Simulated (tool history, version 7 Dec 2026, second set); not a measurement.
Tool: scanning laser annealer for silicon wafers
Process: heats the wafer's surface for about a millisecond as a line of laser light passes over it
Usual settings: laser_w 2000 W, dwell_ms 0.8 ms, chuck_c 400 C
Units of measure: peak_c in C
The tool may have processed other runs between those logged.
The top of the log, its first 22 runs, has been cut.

run	hour	laser_w	dwell_ms	chuck_c	peak_c
23	503.5	1990	0.8	371	1085
24	532.8	1712	0.747	374	948
25	562.3	1712	0.747	412	981
26	577.3	2040	0.747	390	1096
27	591.8	2000	0.826	400	1130
28	609.1	2000	0.826	400	1126
29	631.5	2000	0.826	400	1129
30	647.2	2000	0.778	400	1102
31	676.8	2000	0.778	400	1099
32	708.4	1982	0.748	413	1089
33	734.3	2092	0.567	436	1048
34	761.8	1999	0.988	413	1216
35	776.4	1999	0.988	413	1216
36	791.1	1999	0.988	413	1214
37	808.5	1999	0.988	413	1214
38	831.9	1999	0.631	413	1028
39	863.8	2117	0.631	413	1070
40	881.1	1898	0.946	408	1137

Forecast each of these 3 alternatives for the next run:
A	897	1923	0.946	363	?
B	897	1886	0.8	409	?
C	897	1708	0.847	408	?

run	peak_c
A	1101
B	1066
C	1009
Take away the tool's hidden state, keep each run's random variation, and the runs would have read:
run	peak_c
A	1148
B	1107
C	1047
